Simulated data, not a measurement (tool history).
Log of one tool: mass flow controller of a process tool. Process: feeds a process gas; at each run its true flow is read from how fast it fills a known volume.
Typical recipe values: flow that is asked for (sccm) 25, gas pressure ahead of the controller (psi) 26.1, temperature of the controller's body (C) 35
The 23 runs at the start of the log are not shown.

| run | hour | flow that is asked for (sccm) | gas pressure ahead of the controller (psi) | temperature of the controller's body (C) | true flow (%) |
|---|---|---|---|---|---|
| 24 | 7977.1 | 25 | 26.8 | 33 | 100.32 |
| 25 | 8298.5 | 25 | 26.8 | 33 | 100.35 |
| 26 | 8526.3 | 15 | 22.3 | 33 | 100.31 |
| 27 | 9058.8 | 46 | 26.1 | 31 | 101.2 |
| 28 | 9279.4 | 31 | 36 | 28 | 99.84 |
| 29 | 9622.6 | 13 | 36 | 28 | 99.45 |
| 30 | 9929.6 | 44 | 27.1 | 26 | 101.01 |
| 31 | 10342.9 | 8 | 23.4 | 35 | 100.55 |
| 32 | 10568.9 | 14 | 31.6 | 31 | 100.11 |
| 33 | 10974.1 | 25 | 32.3 | 26 | 100.25 |
| 34 | 11447 | 25 | 32.3 | 26 | 100.29 |
| 35 | 11979.5 | 45 | 27 | 26 | 101.42 |
| 36 | 12500.2 | 16 | 27 | 37 | 101.55 |
| 37 | 13020.9 | 9 | 29.3 | 39 | 101.15 |

Alternative continuations, all from the tool just after run 37; predict every row:
| A | 13350.6 | 9 | 35.5 | 33 | ? |
| B | 13350.6 | 5 | 25.5 | 39 | ? |
| C | 13350.6 | 7 | 39.3 | 31 | ? |
| D | 13350.6 | 10 | 37.3 | 33 | ? |

| run | true flow (%) |
|---|---|
| A | 100.67 |
| B | 101.41 |
| C | 100.24 |
| D | 100.52 |
With no hidden state in the tool, these same runs would have given:
| run | true flow (%) |
|---|---|
| A | 98.88 |
| B | 99.59 |
| C | 98.45 |
| D | 98.73 |

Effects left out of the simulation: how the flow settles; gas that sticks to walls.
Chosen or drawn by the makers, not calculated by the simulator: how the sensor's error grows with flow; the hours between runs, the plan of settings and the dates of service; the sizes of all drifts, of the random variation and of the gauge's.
